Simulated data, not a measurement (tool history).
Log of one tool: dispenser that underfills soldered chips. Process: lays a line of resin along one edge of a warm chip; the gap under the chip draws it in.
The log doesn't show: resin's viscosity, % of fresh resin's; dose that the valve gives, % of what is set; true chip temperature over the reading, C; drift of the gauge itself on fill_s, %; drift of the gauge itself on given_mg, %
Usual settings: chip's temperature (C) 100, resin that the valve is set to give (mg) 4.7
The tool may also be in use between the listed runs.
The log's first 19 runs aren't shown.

run	hour	chip's temperature (C)	resin that the valve is set to give (mg)	hours of work since the syringe was changed	hours of work since the valve was cleaned	hours of work since the stage was calibrated	time until the resin shows at the far edge (s)	resin that the valve gave (mg)
# hour 86.1: new syringe of resin
20	87.1	107	5.97	1	37	104	5.9	5.76
21	90.8	107	5.97	3	40	106	7.2	5.79
22	96.7	98	5.38	7	44	110	11.2	5.22
# hour 97.9: new syringe of resin
23	100.9	98	5.38	2	46	113	9.3	5.12
24	105.1	109	5.35	5	49	116	6.7	5.2
25	109	93	5.69	7	52	118	15.1	5.4
# hour 109.6: new syringe of resin
26	115.4	93	5.87	4	56	122	12.4	5.66
27	120.3	95	4.18	7	59	126	13.9	4.02
# hour 121.5: new syringe of resin
28	124.4	103	4.23	2	61	128	8.3	4
29	129.5	100	4.62	5	65	131	10.4	4.39
# hour 133.2: new syringe of resin
30	134.2	88	4.7	1	68	134	14.9	4.39
31	140	88	4.7	5	72	138	16.6	4.45
32	143.4	94	6.04	7	74	140	13.3	5.72
# hour 145.1: new syringe of resin
33	147.2	94	6.04	1	76	143	10.7	5.71
34	150.8	85	4.27	4	79	145	19.3	4.1
35	155.8	107	5.86	7	82	148	7.6	5.49
# hour 156.9: new syringe of resin
36	159.7	105	4.7	2	84	151	7.2	4.37

3 ways to go on from here, each from the tool as it stands after run 36. What would each give?
A	162.9	106	4.47	4	86	153	?	?
B	162.9	87	5.68	4	86	153	?	?
C	162.9	105	4.26	4	86	153	?	?

run	time until the resin shows at the far edge (s)	resin that the valve gave (mg)
A	7.1	4.16
B	17.8	5.26
C	7.6	3.88
Without the tool's hidden state the same runs would have given:
run	time until the resin shows at the far edge (s)	resin that the valve gave (mg)
A	5.6	4.47
B	14.5	5.65
C	6	4.17
